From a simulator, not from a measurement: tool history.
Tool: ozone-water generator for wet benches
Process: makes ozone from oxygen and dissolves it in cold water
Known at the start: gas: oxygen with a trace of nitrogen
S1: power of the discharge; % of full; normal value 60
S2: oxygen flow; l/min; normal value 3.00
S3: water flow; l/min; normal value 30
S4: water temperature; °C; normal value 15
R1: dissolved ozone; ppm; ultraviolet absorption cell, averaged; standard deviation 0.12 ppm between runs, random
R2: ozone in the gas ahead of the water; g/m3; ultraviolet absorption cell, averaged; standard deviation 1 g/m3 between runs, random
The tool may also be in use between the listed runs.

run	hour	S1	S2	S3	S4	R1	R2
1	0.0	60	3.00	30	15	9.4	174.8
2	72.2	60	3.00	30	15	9.3	173.0
3	166.7	60	3.00	30	15	9.6	174.9
4	241.3	60	3.00	19	15	15.4	175.2
5	351.8	60	3.00	30	15	9.4	172.8
6	443.9	60	3.00	30	15	9.4	175.7
7	542.0	60	4.27	20	15	16.6	157.0
8	641.4	63	4.44	20	15	17.2	160.2
9	734.5	60	1.71	30	15	7.1	206.8
10	813.9	60	1.71	30	15	6.9	208.1
11	905.1	60	1.71	23	19	9.4	208.1
12	953.3	60	3.47	30	15	10.3	168.1

Below are 3 alternative next runs, each starting from the tool's condition after run 12. Predict each:
A	1048.1	62	2.60	30	15	?	?
B	1048.1	63	5.23	30	15	?	?
C	1048.1	60	1.99	30	15	?	?

run	R1	R2
A	8.9	188.1
B	12.3	151.9
C	7.6	199.0
Stripped of hidden state, with their random variation kept, the same runs would have yielded:
run	R1	R2
A	9.0	186.2
B	12.4	150.4
C	7.6	197.0
